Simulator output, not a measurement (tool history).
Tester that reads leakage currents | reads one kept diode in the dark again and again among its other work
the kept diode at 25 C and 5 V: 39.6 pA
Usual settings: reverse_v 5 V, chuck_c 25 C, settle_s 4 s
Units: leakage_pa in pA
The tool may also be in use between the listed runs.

run,hour,reverse_v,chuck_c,settle_s,leakage_pa
1,0,5,25,4,41.76
2,185.1,5,25,4,42.4
3,284.9,5,25,4,42.29
4,487.5,5,27,4,50.26
5,618.3,5,27,4,50.88
6,706.6,5,26,4,47.01
7,788.2,5,25,4,43.88
8,890.8,5,25,4,40.73
9,1007.1,1.62,25,4,23.48
10,1157.5,4.72,25,4,40.41
11,1292.7,4.72,25,4,40.32
12,1493.1,4.72,25,4,41.03
13,1630.2,4.72,25,4,41.39
14,1772.7,4.72,25,4,41.83
15,1920.2,12.91,25,4,70.63
16,2047,1.99,52,2.19,220.24
17,2185.7,1.99,52,2.19,221.23
18,2384.9,7.33,28,0.84,69.95
19,2486.4,1.11,23,0.6,17.82
20,2606.3,2.25,53,0.65,255.91
21,2705.5,2.43,23,0.65,27.1
22,2805.1,2.43,23,0.65,26.97
23,2894.5,2.43,35,0.57,70.37
24,2978.8,3.25,25,4,36.77
25,3137.2,7.08,57,3.62,595.07
26,3275.6,5,32,0.43,78.68
27,3420.1,5,32,0.43,73.93
28,3578.1,1.55,32,0.43,41.15
29,3757.6,1.55,32,0.43,41.61

Taken out of this log: 4 entries between the listed runs. Where each belongs, and how the hidden state differs across it:
Between runs 7 and 8: probe card cleaned and baked (hour 819.9)
  stray current of the dirty probe card, pA a volt: 0.702 -> 0.048; current scale over the true one, %: -2.13 -> -2.15; true chuck temperature over the reading, C: 0.4 -> 0.44
  measured less the result without the state, leakage_pa: +3.85 -> +0.77 pA
Between runs 24 and 25: probe card cleaned and baked (hour 3137.2)
  stray current of the dirty probe card, pA a volt: 0.672 -> 0.026; current scale over the true one, %: -2.69 -> -2.73; true chuck temperature over the reading, C: 1.13 -> 1.18
  measured less the result without the state, leakage_pa: +4.37 -> +31.71 pA
Between runs 26 and 27: tester calibrated (hour 3418.1); chuck's temperature calibrated (hour 3420.1)
  stray current of the dirty probe card, pA a volt: 0.067 -> 0.109; current scale over the true one, %: -2.77 -> 0.02; true chuck temperature over the reading, C: 1.23 -> -0.01
  measured less the result without the state, leakage_pa: +5.52 -> +0.4 pA
